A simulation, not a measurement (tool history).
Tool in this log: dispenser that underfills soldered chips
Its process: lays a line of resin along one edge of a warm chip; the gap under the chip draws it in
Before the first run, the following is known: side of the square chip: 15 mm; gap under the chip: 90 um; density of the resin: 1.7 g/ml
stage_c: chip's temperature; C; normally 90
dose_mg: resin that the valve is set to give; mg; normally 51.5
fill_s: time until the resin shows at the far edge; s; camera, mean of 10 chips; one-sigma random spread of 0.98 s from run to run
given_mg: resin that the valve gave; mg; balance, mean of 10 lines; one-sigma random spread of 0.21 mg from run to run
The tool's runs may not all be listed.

| run | hour | stage_c | dose_mg | fill_s | given_mg |
|---|---|---|---|---|---|
| 1 | 0 | 90 | 51.5 | 111.2 | 49.67 |
|  | 4.8 | new syringe of resin |
| 2 | 11.3 | 90 | 51.5 | 119.2 | 49.14 |
|  | 14.2 | new syringe of resin |
|  | 18.8 | dispensing valve cleaned and set on the balance |
| 3 | 20 | 90 | 51.5 | 112.3 | 51.61 |
|  | 24.5 | new syringe of resin |
| 4 | 32.7 | 90 | 51.5 | 123.7 | 51.05 |
|  | 34 | new syringe of resin |
|  | 43.6 | new syringe of resin |
| 5 | 44.1 | 90 | 51 | 96.8 | 50.75 |
|  | 53.2 | new syringe of resin |
| 6 | 57.3 | 97 | 51.5 | 91.3 | 51.09 |
|  | 62.6 | new syringe of resin |
| 7 | 69.1 | 97 | 55.2 | 98.2 | 54.73 |
|  | 72.5 | new syringe of resin |
| 8 | 77.2 | 97 | 55.2 | 92.5 | 54.08 |
|  | 82.4 | new syringe of resin |
| 9 | 85.5 | 97 | 55.2 | 86.6 | 53.95 |
|  | 92.3 | new syringe of resin |
| 10 | 95.9 | 101 | 51.5 | 79.9 | 50.05 |
|  | 101.6 | new syringe of resin |
| 11 | 101.6 | 101 | 51.5 | 72.8 | 50.51 |
| 12 | 108.4 | 101 | 51.5 | 90.7 | 49.88 |
|  | 111.2 | new syringe of resin |
| 13 | 117.2 | 90 | 46.7 | 120.8 | 45.22 |
|  | 120.7 | new syringe of resin |
| 14 | 129 | 90 | 46.7 | 128.5 | 44.96 |
|  | 130.1 | new syringe of resin |
|  | 140.2 | new syringe of resin |
| 15 | 140.9 | 90 | 62.3 | 96.3 | 59.99 |
| 16 | 148.7 | 90 | 64.4 | 125.5 | 61.83 |
|  | 149.9 | new syringe of resin |
|  | 151.4 | dispensing valve cleaned and set on the balance |
|  | 160.4 | new syringe of resin |
| 17 | 161.6 | 90 | 64.4 | 99.5 | 64.64 |
|  | 169.8 | new syringe of resin |
| 18 | 169.8 | 89 | 51.5 | 99.3 | 51.33 |
| 19 | 175.9 | 89 | 51.5 | 122.8 | 51.57 |
|  | 179.4 | new syringe of resin |
| 20 | 184.6 | 89 | 51.5 | 118.2 | 51.08 |
|  | 189.5 | new syringe of resin |
| 21 | 196.5 | 94 | 58 | 107.5 | 57.91 |
|  | 199.5 | new syringe of resin |
| 22 | 204.2 | 94 | 66.2 | 98.8 | 65.02 |
|  | 209.1 | new syringe of resin |
| 23 | 212.6 | 99 | 64.9 | 83.2 | 63.35 |
|  | 218.3 | new syringe of resin |
| 24 | 220.1 | 99 | 51.6 | 80.3 | 50.86 |
| 25 | 226.7 | 93 | 63.6 | 116.9 | 62.2 |
|  | 228.1 | new syringe of resin |
| 26 | 236.7 | 93 | 63.6 | 118.6 | 62.26 |
|  | 237.9 | new syringe of resin |
|  | 247.2 | new syringe of resin |
| 27 | 248.2 | 91 | 57.5 | 98.1 | 55.91 |
| 28 | 254.6 | 90 | 57.1 | 123 | 55.8 |
|  | 256.5 | new syringe of resin |
|  | 265.8 | new syringe of resin |
| 29 | 265.8 | 86 | 48.5 | 112.7 | 46.94 |
| 30 | 271.9 | 86 | 52 | 136.3 | 50.4 |
|  | 275.6 | new syringe of resin |
| 31 | 281.6 | 86 | 52 | 133.3 | 50.21 |
|  | 284.5 | dispensing valve cleaned and set on the balance |
|  | 286.3 | new syringe of resin |
| 32 | 294.2 | 82 | 55.7 | 160.6 | 55.53 |
|  | 295.7 | new syringe of resin |
| 33 | 300.5 | 82 | 55.7 | 144.7 | 55.9 |

5 options for the next run, each taken on its own from the tool as it stands now. Forecast them:
|  | 304.9 | new syringe of resin |
| A | 311.9 | 91 | 50.3 | ? | ? |
|  | 304.9 | new syringe of resin |
| B | 311.9 | 99 | 62.9 | ? | ? |
|  | 304.9 | new syringe of resin |
| C | 311.9 | 103 | 63 | ? | ? |
|  | 304.9 | new syringe of resin |
| D | 311.9 | 105 | 44.1 | ? | ? |
|  | 304.9 | new syringe of resin |
| E | 311.9 | 87 | 51.5 | ? | ? |

| run | fill_s | given_mg |
|---|---|---|
| A | 121.7 | 49.78 |
| B | 96.9 | 62.9 |
| C | 85.4 | 62.38 |
| D | 86.8 | 43.7 |
| E | 135.7 | 51.22 |
With the hidden condition removed and each run's random variation left untouched, the same runs would have given:
| run | fill_s | given_mg |
|---|---|---|
| A | 91.3 | 50.09 |
| B | 72.9 | 63.29 |
| C | 64.2 | 62.77 |
| D | 65.3 | 43.97 |
| E | 101.7 | 51.54 |

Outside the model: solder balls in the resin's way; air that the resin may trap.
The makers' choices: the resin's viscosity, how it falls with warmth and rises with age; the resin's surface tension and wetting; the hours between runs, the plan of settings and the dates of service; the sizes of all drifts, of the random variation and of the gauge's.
